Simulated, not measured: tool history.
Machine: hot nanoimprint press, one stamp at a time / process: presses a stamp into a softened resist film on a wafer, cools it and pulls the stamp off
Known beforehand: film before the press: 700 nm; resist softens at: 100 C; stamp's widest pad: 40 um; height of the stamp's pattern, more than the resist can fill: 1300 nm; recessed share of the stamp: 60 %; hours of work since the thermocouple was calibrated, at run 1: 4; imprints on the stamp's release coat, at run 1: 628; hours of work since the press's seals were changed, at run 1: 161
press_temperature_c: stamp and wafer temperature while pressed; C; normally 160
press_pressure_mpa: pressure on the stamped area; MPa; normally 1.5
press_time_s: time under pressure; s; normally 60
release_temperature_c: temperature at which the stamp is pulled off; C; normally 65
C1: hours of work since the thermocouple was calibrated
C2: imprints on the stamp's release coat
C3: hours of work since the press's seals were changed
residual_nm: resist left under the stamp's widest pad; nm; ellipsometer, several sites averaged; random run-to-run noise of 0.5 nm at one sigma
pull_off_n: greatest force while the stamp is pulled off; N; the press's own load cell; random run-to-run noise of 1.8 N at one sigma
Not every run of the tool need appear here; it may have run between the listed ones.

Run 1, hour 0.0: usual settings; C1 4; C2 628; C3 161. Result: residual_nm 286.3 nm, pull_off_n 197 N.
Run 2, hour 44.1: usual settings; C1 37; C2 799; C3 194. Result: residual_nm 286.0 nm, pull_off_n 194 N.
Run 3, hour 104.6: usual settings; C1 82; C2 1035; C3 239. Result: residual_nm 286.1 nm, pull_off_n 194 N.
Run 4, hour 144.0: usual settings; C1 112; C2 1188; C3 269. Result: residual_nm 287.0 nm, pull_off_n 193 N.
At hour 184.9: stamp cleaned and given a new release coat.
Run 5, hour 193.0: usual settings but press_time_s 54 s; C1 144; C2 31; C3 301. Result: residual_nm 298.4 nm, pull_off_n 195 N.
Run 6, hour 228.7: usual settings but press_time_s 54 s; C1 171; C2 170; C3 328. Result: residual_nm 298.7 nm, pull_off_n 193 N.
Run 7, hour 282.9: usual settings but press_time_s 78 s, release_temperature_c 68 C; C1 211; C2 381; C3 369. Result: residual_nm 258.4 nm, pull_off_n 189 N.
Run 8, hour 343.0: usual settings but press_time_s 78 s, release_temperature_c 68 C; C1 256; C2 615; C3 414. Result: residual_nm 258.1 nm, pull_off_n 184 N.
Run 9, hour 380.6: usual settings but press_temperature_c 151 C, press_time_s 78 s, release_temperature_c 68 C; C1 284; C2 761; C3 442. Result: residual_nm 351.5 nm, pull_off_n 185 N.

Estimate the outcome of run 10 from the log above:
At hour 439.6: plate thermocouple calibrated.
Run 10, hour 440.9: usual settings but press_temperature_c 151 C, press_time_s 78 s, release_temperature_c 68 C; C1 1; C2 984; C3 485. Result: residual_nm ?, pull_off_n ?.

{"run 10": {"residual_nm": 350.7, "pull_off_n": 187}}
Minus the tool's unlogged condition, the same run would have read residual_nm 351.6 nm, pull_off_n 187 N.
